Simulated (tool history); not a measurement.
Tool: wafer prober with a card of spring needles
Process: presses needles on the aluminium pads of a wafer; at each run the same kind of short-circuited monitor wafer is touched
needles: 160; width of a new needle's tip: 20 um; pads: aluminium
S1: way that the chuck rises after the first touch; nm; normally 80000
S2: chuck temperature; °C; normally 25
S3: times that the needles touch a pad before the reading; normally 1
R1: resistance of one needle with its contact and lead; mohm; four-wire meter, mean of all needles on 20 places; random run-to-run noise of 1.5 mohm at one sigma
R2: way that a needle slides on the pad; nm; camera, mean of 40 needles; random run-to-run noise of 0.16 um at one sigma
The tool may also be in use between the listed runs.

run 1 hour=0.0 | S1=80000 S2=25 S3=1 | R1=142 R2=15240
-- hour=7.1 tips cleaned on abrasive film
-- hour=14.3 tips cleaned on abrasive film
-- hour=20.0 tips cleaned on abrasive film
run 2 hour=24.0 | S1=80000 S2=25 S3=1 | R1=146 R2=15440
-- hour=26.9 tips cleaned on abrasive film
-- hour=32.6 tips cleaned on abrasive film
-- hour=39.8 tips cleaned on abrasive film
-- hour=45.5 tips cleaned on abrasive film
run 3 hour=49.8 | S1=80000 S2=94 S3=1 | R1=158 R2=15410
-- hour=51.3 tips cleaned on abrasive film
-- hour=58.5 tips cleaned on abrasive film
-- hour=65.6 tips cleaned on abrasive film
-- hour=68.7 height of the first contact set anew
run 4 hour=69.5 | S1=80000 S2=25 S3=1 | R1=147 R2=15460
-- hour=72.4 tips cleaned on abrasive film
-- hour=78.1 tips cleaned on abrasive film
-- hour=85.3 tips cleaned on abrasive film
-- hour=91.0 tips cleaned on abrasive film
-- hour=96.7 tips cleaned on abrasive film
run 5 hour=100.0 | S1=80000 S2=25 S3=1 | R1=146 R2=15380
-- hour=102.9 tips cleaned on abrasive film
-- hour=108.6 tips cleaned on abrasive film
-- hour=115.8 tips cleaned on abrasive film
-- hour=122.9 tips cleaned on abrasive film
run 6 hour=123.4 | S1=80000 S2=25 S3=1 | R1=146 R2=15420
-- hour=129.1 tips cleaned on abrasive film
-- hour=134.9 tips cleaned on abrasive film
-- hour=140.6 tips cleaned on abrasive film
-- hour=146.3 tips cleaned on abrasive film
run 7 hour=146.6 | S1=80000 S2=25 S3=1 | R1=144 R2=15490
-- hour=152.3 tips cleaned on abrasive film
-- hour=158.0 tips cleaned on abrasive film
-- hour=165.1 tips cleaned on abrasive film
run 8 hour=165.5 | S1=80000 S2=25 S3=2 | R1=144 R2=15410
-- hour=171.3 tips cleaned on abrasive film
-- hour=178.4 tips cleaned on abrasive film
-- hour=185.5 tips cleaned on abrasive film
-- hour=191.3 tips cleaned on abrasive film
run 9 hour=191.8 | S1=80000 S2=25 S3=2 | R1=148 R2=15170
-- hour=197.5 tips cleaned on abrasive film
-- hour=203.2 tips cleaned on abrasive film
-- hour=209.0 tips cleaned on abrasive film
run 10 hour=210.5 | S1=80000 S2=25 S3=2 | R1=148 R2=15380
-- hour=214.9 tips cleaned on abrasive film
-- hour=222.0 tips cleaned on abrasive film
-- hour=227.7 tips cleaned on abrasive film
run 11 hour=230.8 | S1=80000 S2=25 S3=1 | R1=146 R2=15400
-- hour=233.8 tips cleaned on abrasive film
-- hour=239.5 tips cleaned on abrasive film
-- hour=245.2 tips cleaned on abrasive film
-- hour=252.3 tips cleaned on abrasive film
-- hour=259.5 tips cleaned on abrasive film
-- hour=265.9 tips cleaned on abrasive film
run 12 hour=265.9 | S1=80000 S2=25 S3=2 | R1=144 R2=15610
-- hour=273.1 tips cleaned on abrasive film
-- hour=280.2 tips cleaned on abrasive film
run 13 hour=283.4 | S1=80000 S2=86 S3=1 | R1=155 R2=15260
-- hour=286.3 tips cleaned on abrasive film
-- hour=293.5 tips cleaned on abrasive film
-- hour=299.2 tips cleaned on abrasive film
-- hour=304.9 tips cleaned on abrasive film
run 14 hour=310.4 | S1=80000 S2=36 S3=1 | R1=144 R2=15250
-- hour=311.9 tips cleaned on abrasive film
-- hour=319.0 tips cleaned on abrasive film
-- hour=326.1 tips cleaned on abrasive film
run 15 hour=327.8 | S1=91000 S2=58 S3=1 | R1=148 R2=17500
-- hour=332.1 tips cleaned on abrasive film
-- hour=339.2 tips cleaned on abrasive film
-- hour=346.3 tips cleaned on abrasive film
run 16 hour=350.9 | S1=91000 S2=58 S3=1 | R1=152 R2=17720
-- hour=352.4 tips cleaned on abrasive film
-- hour=358.2 tips cleaned on abrasive film
-- hour=365.3 tips cleaned on abrasive film
-- hour=372.4 tips cleaned on abrasive film
run 17 hour=372.8 | S1=91000 S2=58 S3=1 | R1=148 R2=17620
-- hour=378.6 tips cleaned on abrasive film
-- hour=384.3 tips cleaned on abrasive film
-- hour=390.0 tips cleaned on abrasive film
-- hour=397.1 tips cleaned on abrasive film
run 18 hour=402.1 | S1=63000 S2=87 S3=2 | R1=158 R2=12300
-- hour=403.6 tips cleaned on abrasive film
-- hour=410.7 tips cleaned on abrasive film
-- hour=417.9 tips cleaned on abrasive film
run 19 hour=423.4 | S1=63000 S2=87 S3=2 | R1=157 R2=12230
-- hour=424.9 tips cleaned on abrasive film
-- hour=432.1 tips cleaned on abrasive film
-- hour=439.2 tips cleaned on abrasive film
run 20 hour=440.3 | S1=63000 S2=87 S3=2 | R1=159 R2=12040
-- hour=446.0 tips cleaned on abrasive film
-- hour=453.2 tips cleaned on abrasive film
run 21 hour=455.8 | S1=100000 S2=31 S3=1 | R1=147 R2=19520
-- hour=460.1 tips cleaned on abrasive film
-- hour=472.1 card fitted with new needles
-- hour=477.9 tips cleaned on abrasive film
-- hour=485.0 tips cleaned on abrasive film
run 22 hour=485.7 | S1=100000 S2=31 S3=1 | R1=144 R2=19590
-- hour=491.4 tips cleaned on abrasive film
-- hour=497.2 tips cleaned on abrasive film
-- hour=504.3 tips cleaned on abrasive film
run 23 hour=506.0 | S1=80000 S2=37 S3=2 | R1=142 R2=15100
-- hour=510.3 tips cleaned on abrasive film
-- hour=516.1 tips cleaned on abrasive film
-- hour=523.2 tips cleaned on abrasive film
-- hour=530.0 tips cleaned on abrasive film
run 24 hour=530.0 | S1=80000 S2=37 S3=2 | R1=149 R2=15200

Branching from run 24: 3 alternative next runs. What would each branch give?
-- hour=537.2 tips cleaned on abrasive film
-- hour=544.3 tips cleaned on abrasive film
-- hour=550.0 tips cleaned on abrasive film
-- hour=555.7 tips cleaned on abrasive film
-- hour=562.4 tips cleaned on abrasive film
run A hour=562.4 | S1=78000 S2=88 S3=1 | R1=? R2=?
-- hour=537.2 tips cleaned on abrasive film
-- hour=544.3 tips cleaned on abrasive film
-- hour=550.0 tips cleaned on abrasive film
-- hour=555.7 tips cleaned on abrasive film
-- hour=562.4 tips cleaned on abrasive film
run B hour=562.4 | S1=70000 S2=77 S3=1 | R1=? R2=?
-- hour=537.2 tips cleaned on abrasive film
-- hour=544.3 tips cleaned on abrasive film
-- hour=550.0 tips cleaned on abrasive film
-- hour=555.7 tips cleaned on abrasive film
-- hour=562.4 tips cleaned on abrasive film
run C hour=562.4 | S1=80000 S2=115 S3=2 | R1=? R2=?

run=A R1=154 R2=14900
run=B R1=153 R2=13580
run=C R1=159 R2=15530
What these runs would have given with no unlogged condition in the tool:
run=A R1=154 R2=14900
run=B R1=153 R2=13580
run=C R1=159 R2=15540
